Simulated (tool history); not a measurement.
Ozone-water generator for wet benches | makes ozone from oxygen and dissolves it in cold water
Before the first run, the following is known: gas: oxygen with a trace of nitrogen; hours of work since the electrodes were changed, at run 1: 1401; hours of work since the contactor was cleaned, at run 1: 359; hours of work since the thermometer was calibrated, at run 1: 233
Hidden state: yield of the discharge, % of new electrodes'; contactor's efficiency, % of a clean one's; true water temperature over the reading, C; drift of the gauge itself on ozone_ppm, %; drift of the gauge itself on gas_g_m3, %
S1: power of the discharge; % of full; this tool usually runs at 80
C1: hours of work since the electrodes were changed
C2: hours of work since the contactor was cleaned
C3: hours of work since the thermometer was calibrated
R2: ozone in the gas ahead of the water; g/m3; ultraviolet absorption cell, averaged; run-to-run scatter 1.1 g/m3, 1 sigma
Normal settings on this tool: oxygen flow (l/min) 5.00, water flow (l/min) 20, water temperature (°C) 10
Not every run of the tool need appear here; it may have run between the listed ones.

Run 1, hour 0.0: usual settings; C1 1401; C2 359; C3 233. Result: dissolved ozone (ppm) 18.8, R2 200.4 g/m3.
Run 2, hour 51.5: usual settings but oxygen flow (l/min) 8.66; C1 1434; C2 393; C3 267. Result: dissolved ozone (ppm) 19.9, R2 158.8 g/m3.
Run 3, hour 92.4: usual settings but oxygen flow (l/min) 6.09; C1 1461; C2 419; C3 293. Result: dissolved ozone (ppm) 19.8, R2 185.3 g/m3.
Run 4, hour 146.6: usual settings but oxygen flow (l/min) 6.09; C1 1496; C2 454; C3 329. Result: dissolved ozone (ppm) 19.7, R2 184.4 g/m3.
Run 5, hour 191.3: usual settings but oxygen flow (l/min) 6.09; C1 1525; C2 483; C3 358. Result: dissolved ozone (ppm) 19.6, R2 185.2 g/m3.
Run 6, hour 223.6: usual settings but oxygen flow (l/min) 6.09; C1 1546; C2 505; C3 379. Result: dissolved ozone (ppm) 19.6, R2 184.5 g/m3.
Run 7, hour 261.5: usual settings but oxygen flow (l/min) 6.09; C1 1571; C2 529; C3 403. Result: dissolved ozone (ppm) 19.9, R2 186.4 g/m3.
Run 8, hour 310.7: usual settings but oxygen flow (l/min) 6.09; C1 1603; C2 561; C3 435. Result: dissolved ozone (ppm) 19.5, R2 183.9 g/m3.
Run 9, hour 364.4: usual settings but water flow (l/min) 16; C1 1638; C2 596; C3 470. Result: dissolved ozone (ppm) 23.7, R2 200.2 g/m3.
Run 10, hour 390.9: usual settings but water flow (l/min) 16; C1 1655; C2 613; C3 488. Result: dissolved ozone (ppm) 23.4, R2 202.7 g/m3.
Run 11, hour 425.1: usual settings but water flow (l/min) 16; C1 1677; C2 636; C3 510. Result: dissolved ozone (ppm) 23.3, R2 206.7 g/m3.
Run 12, hour 478.7: usual settings but S1 69 % of full; C1 1712; C2 670; C3 545. Result: dissolved ozone (ppm) 17.2, R2 185.0 g/m3.
Run 13, hour 529.7: usual settings but S1 69 % of full; C1 1746; C2 704; C3 578. Result: dissolved ozone (ppm) 16.9, R2 183.0 g/m3.
Run 14, hour 572.1: usual settings but S1 69 % of full; C1 1773; C2 731; C3 606. Result: dissolved ozone (ppm) 17.0, R2 183.7 g/m3.
Run 15, hour 600.6: usual settings; C1 1792; C2 750; C3 624. Result: dissolved ozone (ppm) 19.1, R2 205.3 g/m3.
Run 16, hour 641.3: usual settings; C1 1818; C2 776; C3 651. Result: dissolved ozone (ppm) 19.2, R2 203.6 g/m3.
Run 17, hour 689.4: usual settings; C1 1849; C2 808; C3 682. Result: dissolved ozone (ppm) 19.1, R2 208.4 g/m3.
Run 18, hour 739.5: usual settings; C1 1882; C2 840; C3 714. Result: dissolved ozone (ppm) 19.0, R2 205.8 g/m3.
Run 19, hour 782.8: usual settings but oxygen flow (l/min) 3.72, water flow (l/min) 14, water temperature (°C) 7; C1 1910; C2 868; C3 743. Result: dissolved ozone (ppm) 26.8, R2 233.4 g/m3.
Run 20, hour 817.0: usual settings but water flow (l/min) 17, water temperature (°C) 9; C1 1932; C2 891; C3 765. Result: dissolved ozone (ppm) 22.3, R2 206.1 g/m3.
Run 21, hour 861.0: usual settings but water flow (l/min) 17, water temperature (°C) 9; C1 1961; C2 919; C3 794. Result: dissolved ozone (ppm) 22.8, R2 206.4 g/m3.
Run 22, hour 888.7: usual settings but S1 92 % of full, water flow (l/min) 21; C1 1979; C2 937; C3 812. Result: dissolved ozone (ppm) 20.3, R2 227.3 g/m3.
At hour 895.4: gauge calibrated.
Run 23, hour 916.9: usual settings but S1 48 % of full; C1 1997; C2 956; C3 830. Result: dissolved ozone (ppm) 13.0, R2 137.9 g/m3.
Run 24, hour 954.2: usual settings but oxygen flow (l/min) 5.38, water flow (l/min) 14; C1 2022; C2 980; C3 854. Result: dissolved ozone (ppm) 26.3, R2 195.2 g/m3.
Run 25, hour 1006.5: usual settings but S1 70 % of full; C1 2056; C2 1014; C3 888. Result: dissolved ozone (ppm) 17.3, R2 183.9 g/m3.
Run 26, hour 1051.1: usual settings but S1 75 % of full, oxygen flow (l/min) 5.80; C1 2085; C2 1043; C3 917. Result: dissolved ozone (ppm) 18.4, R2 179.0 g/m3.
Run 27, hour 1099.8: usual settings but S1 75 % of full, oxygen flow (l/min) 5.80; C1 2116; C2 1075; C3 949. Result: dissolved ozone (ppm) 18.7, R2 181.0 g/m3.
Run 28, hour 1148.7: usual settings but S1 94 % of full; C1 2148; C2 1106; C3 981. Result: dissolved ozone (ppm) 21.5, R2 227.4 g/m3.
Run 29, hour 1186.4: usual settings but S1 94 % of full; C1 2173; C2 1131; C3 1005. Result: dissolved ozone (ppm) 21.2, R2 227.5 g/m3.
Run 30, hour 1240.4: usual settings but S1 94 % of full; C1 2208; C2 1166; C3 1040. Result: dissolved ozone (ppm) 21.2, R2 228.6 g/m3.
Run 31, hour 1289.5: usual settings but S1 61 % of full; C1 2240; C2 1198; C3 1072. Result: dissolved ozone (ppm) 15.5, R2 164.4 g/m3.
Run 32, hour 1324.9: usual settings but S1 40 % of full, water flow (l/min) 24, water temperature (°C) 12; C1 2263; C2 1221; C3 1095. Result: dissolved ozone (ppm) 9.0, R2 123.2 g/m3.
Run 33, hour 1372.0: usual settings but S1 48 % of full, oxygen flow (l/min) 7.57, water flow (l/min) 19, water temperature (°C) 5; C1 2294; C2 1252; C3 1126. Result: dissolved ozone (ppm) 15.6, R2 115.6 g/m3.

Alternative continuations, all from the tool just after run 33; predict every row:
Run A, hour 1409.5: usual settings but S1 76 % of full, oxygen flow (l/min) 4.40, water flow (l/min) 28, water temperature (°C) 5; C1 2318; C2 1276; C3 1150. Result: dissolved ozone (ppm) ?, R2 ?.
Run B, hour 1409.5: usual settings but S1 67 % of full, water temperature (°C) 12; C1 2318; C2 1276; C3 1150. Result: dissolved ozone (ppm) ?, R2 ?.
Run C, hour 1409.5: usual settings but S1 81 % of full, oxygen flow (l/min) 5.97, water flow (l/min) 24, water temperature (°C) 5; C1 2318; C2 1276; C3 1150. Result: dissolved ozone (ppm) ?, R2 ?.
Run D, hour 1409.5: usual settings but S1 98 % of full, oxygen flow (l/min) 7.57, water flow (l/min) 18, water temperature (°C) 5; C1 2318; C2 1276; C3 1150. Result: dissolved ozone (ppm) ?, R2 ?.

run  dissolved ozone (ppm)     R2
  A                   12.9  209.3
  B                   16.3  177.7
  C                   17.7  191.1
  D                   27.8  196.8
Without the tool's unlogged condition, the same runs would have read:
run  dissolved ozone (ppm)     R2
  A                   12.9  206.0
  B                   16.4  174.9
  C                   17.7  188.1
  D                   27.8  193.8
